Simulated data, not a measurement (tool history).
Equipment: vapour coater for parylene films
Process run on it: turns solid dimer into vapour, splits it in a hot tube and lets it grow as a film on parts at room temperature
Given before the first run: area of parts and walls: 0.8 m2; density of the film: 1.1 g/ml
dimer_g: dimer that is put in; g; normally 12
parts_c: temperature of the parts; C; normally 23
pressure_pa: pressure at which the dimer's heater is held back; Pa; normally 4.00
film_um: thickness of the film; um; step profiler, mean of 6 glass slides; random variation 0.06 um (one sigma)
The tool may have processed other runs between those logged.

{"run": 1, "hour": 0.0, "dimer_g": 12, "parts_c": 23, "pressure_pa": 4.0, "film_um": 9.52}
{"hour": 16.8, "done": "trap's valve overhauled"}
{"run": 2, "hour": 18.4, "dimer_g": 12, "parts_c": 23, "pressure_pa": 4.0, "film_um": 10.77}
{"run": 3, "hour": 45.1, "dimer_g": 12, "parts_c": 23, "pressure_pa": 4.0, "film_um": 10.64}
{"run": 4, "hour": 62.9, "dimer_g": 12, "parts_c": 23, "pressure_pa": 4.0, "film_um": 10.62}
{"run": 5, "hour": 88.5, "dimer_g": 12, "parts_c": 23, "pressure_pa": 2.54, "film_um": 11.84}
{"run": 6, "hour": 110.4, "dimer_g": 12, "parts_c": 23, "pressure_pa": 3.1, "film_um": 11.17}
{"run": 7, "hour": 136.1, "dimer_g": 12, "parts_c": 23, "pressure_pa": 3.1, "film_um": 11.14}
{"run": 8, "hour": 149.5, "dimer_g": 12, "parts_c": 23, "pressure_pa": 3.1, "film_um": 11.26}
{"run": 9, "hour": 162.4, "dimer_g": 12, "parts_c": 23, "pressure_pa": 3.1, "film_um": 11.19}
{"run": 10, "hour": 179.1, "dimer_g": 5, "parts_c": 23, "pressure_pa": 3.1, "film_um": 4.67}
{"run": 11, "hour": 193.4, "dimer_g": 5, "parts_c": 23, "pressure_pa": 3.1, "film_um": 4.64}
{"run": 12, "hour": 217.0, "dimer_g": 5, "parts_c": 23, "pressure_pa": 11.05, "film_um": 3.46}
{"run": 13, "hour": 237.3, "dimer_g": 5, "parts_c": 23, "pressure_pa": 11.05, "film_um": 3.45}
{"run": 14, "hour": 249.2, "dimer_g": 10, "parts_c": 18, "pressure_pa": 4.0, "film_um": 10.12}
{"run": 15, "hour": 273.8, "dimer_g": 17, "parts_c": 19, "pressure_pa": 9.5, "film_um": 13.84}
{"run": 16, "hour": 287.7, "dimer_g": 12, "parts_c": 23, "pressure_pa": 3.4, "film_um": 10.87}
{"run": 17, "hour": 310.3, "dimer_g": 12, "parts_c": 23, "pressure_pa": 3.4, "film_um": 10.84}
{"run": 18, "hour": 322.6, "dimer_g": 8, "parts_c": 17, "pressure_pa": 3.4, "film_um": 8.75}
{"run": 19, "hour": 334.4, "dimer_g": 14, "parts_c": 23, "pressure_pa": 7.16, "film_um": 10.7}
{"run": 20, "hour": 348.8, "dimer_g": 14, "parts_c": 23, "pressure_pa": 7.16, "film_um": 10.59}
{"run": 21, "hour": 374.4, "dimer_g": 10, "parts_c": 15, "pressure_pa": 8.09, "film_um": 9.45}
{"run": 22, "hour": 398.7, "dimer_g": 10, "parts_c": 15, "pressure_pa": 8.09, "film_um": 9.4}
{"run": 23, "hour": 411.7, "dimer_g": 11, "parts_c": 15, "pressure_pa": 2.34, "film_um": 11.81}
{"run": 24, "hour": 425.5, "dimer_g": 11, "parts_c": 15, "pressure_pa": 2.34, "film_um": 11.74}
{"run": 25, "hour": 441.3, "dimer_g": 11, "parts_c": 15, "pressure_pa": 2.34, "film_um": 11.79}
{"run": 26, "hour": 460.4, "dimer_g": 13, "parts_c": 34, "pressure_pa": 2.8, "film_um": 8.64}

Forecast each of these 4 alternatives for the next run:
{"run": "A", "hour": 473.3, "dimer_g": 16, "parts_c": 22, "pressure_pa": 7.84, "film_um": "?"}
{"run": "B", "hour": 473.3, "dimer_g": 6, "parts_c": 34, "pressure_pa": 2.53, "film_um": "?"}
{"run": "C", "hour": 473.3, "dimer_g": 11, "parts_c": 29, "pressure_pa": 9.33, "film_um": "?"}
{"run": "D", "hour": 473.3, "dimer_g": 9, "parts_c": 30, "pressure_pa": 9.76, "film_um": "?"}

run=A film_um=12.32
run=B film_um=4.09
run=C film_um=6.45
run=D film_um=5.06
What these runs would have given with no unlogged condition in the tool:
run=A film_um=12.92
run=B film_um=4.29
run=C film_um=6.76
run=D film_um=5.31

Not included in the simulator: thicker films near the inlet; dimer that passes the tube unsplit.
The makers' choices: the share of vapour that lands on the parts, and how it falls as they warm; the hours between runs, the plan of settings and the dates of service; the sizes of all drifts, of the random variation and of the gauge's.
